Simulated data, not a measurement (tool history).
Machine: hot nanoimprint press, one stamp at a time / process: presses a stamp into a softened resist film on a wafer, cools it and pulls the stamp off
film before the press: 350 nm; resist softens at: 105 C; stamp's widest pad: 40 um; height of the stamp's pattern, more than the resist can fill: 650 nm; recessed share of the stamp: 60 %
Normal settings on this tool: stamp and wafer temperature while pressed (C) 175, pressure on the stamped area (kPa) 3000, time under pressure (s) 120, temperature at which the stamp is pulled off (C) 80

run,hour,stamp and wafer temperature while pressed (C),pressure on the stamped area (kPa),time under pressure (s),temperature at which the stamp is pulled off (C),resist left under the stamp's widest pad (nm),greatest force while the stamp is pulled off (N)
1,0,175,3000,120,80,121.3,181
2,10.2,175,3000,120,80,121.7,185
3,15.4,175,3000,120,80,121.9,178
4,25.7,175,3000,120,80,122.2,182
5,32.2,175,3000,120,80,121.6,183
6,40.4,175,3000,120,80,121.5,185
7,50.3,175,3000,120,69,121.4,241
# hour 60.4: stamp cleaned and given a new release coat
8,62.8,175,3000,120,80,121.7,152
9,69,175,3000,120,80,121.7,151
10,74.5,175,3000,128,80,117.8,150
11,79.7,175,1920,61,80,191.8,149
12,87.8,175,2640,178,85,110.4,125
13,98.1,164,4280,120,80,157.3,147
14,103.2,175,3990,120,80,105.7,149
15,108.3,165,3110,122,80,172.3,148
16,118.7,169,3000,177,82,129.4,141

Run 17 has not been measured yet. What should we expect?
17,127.1,169,2150,106,82,?,?

resist left under the stamp's widest pad (nm): 182.9
greatest force while the stamp is pulled off (N): 142
Minus the tool's unlogged condition, the same run would have read resist left under the stamp's widest pad (nm) 188.1, greatest force while the stamp is pulled off (N) 142.

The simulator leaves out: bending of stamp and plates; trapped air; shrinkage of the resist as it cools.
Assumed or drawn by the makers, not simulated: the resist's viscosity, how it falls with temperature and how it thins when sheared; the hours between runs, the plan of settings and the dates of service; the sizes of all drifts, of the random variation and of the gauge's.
